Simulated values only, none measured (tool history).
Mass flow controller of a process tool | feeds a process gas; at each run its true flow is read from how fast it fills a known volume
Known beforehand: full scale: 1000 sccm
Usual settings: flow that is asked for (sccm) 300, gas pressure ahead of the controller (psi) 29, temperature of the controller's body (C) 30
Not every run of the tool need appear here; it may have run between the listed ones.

run	day	flow that is asked for (sccm)	gas pressure ahead of the controller (psi)	temperature of the controller's body (C)	true flow (%)
1	0	300	29	30	98.71
2	2.617	300	29	30	98.57
3	5.717	300	29	30	98.66
4	8.575	300	35.5	30	98.48
5	11.625	440	29	30	98.74
6	14.4	440	29	30	98.97
7	17.383	300	29	35	98.74
8	19.929	300	36.7	30	98.37
9	23.3	300	29	30	98.87
10	26.638	300	29	30	98.68
11	28.375	300	29	30	98.64
12	32.35	238	29	30	98.39
13	34.021	238	29	30	98.44
14	37.425	300	29	30	98.47
15	39.425	300	29	30	98.51
16	41.404	300	29	30	98.62
17	44.912	482	38.7	24	98.23
18	48.838	482	38.7	39	98.68
19	52.271	486	28	30	98.94
20	53.938	726	29	22	99.1
21	55.683	300	32.9	33	98.52
22	59.117	300	32.9	33	98.36
23	60.746	356	29	30	98.61
24	63.329	356	31.3	30	98.59
25	67.179	350	23.6	22	98.54
26	69.767	350	22.6	22	98.65
27	72.025	300	35.7	30	98.21
28	75.762	300	31.9	30	98.44
29	78.5	117	31.9	37	97.8
30	82.325	657	21	37	99.47
31	85.692	148	36.1	28	97.62
32	89.329	148	36.1	28	97.76

For some of the steps in true flow (%) from one run to the next: how much would appear even if the tool had no hidden state, given the settings, what came in and random variation, and how much remains for the hidden state plus any gauge scatter that the measured result and the result without hidden state don't share?
Hidden conditions of the tool in this case: flow at rest that the sensor doesn't see, % of full scale; true flow over the shown one, %; drift of the gauge itself on true_pct, %.
Run 28 -> 29: flow that is asked for (sccm) 300 -> 117, temperature of the controller's body (C) 30 -> 37. true flow (%) -0.64: hidden state -0.52, all else -0.12.
Run 29 -> 30: flow that is asked for (sccm) 117 -> 657, gas pressure ahead of the controller (psi) 31.9 -> 21. true flow (%) +1.67: hidden state +0.68, all else +0.99.
Run 30 -> 31: flow that is asked for (sccm) 657 -> 148, gas pressure ahead of the controller (psi) 21 -> 36.1, temperature of the controller's body (C) 37 -> 28. true flow (%) -1.85: hidden state -0.54, all else -1.31.
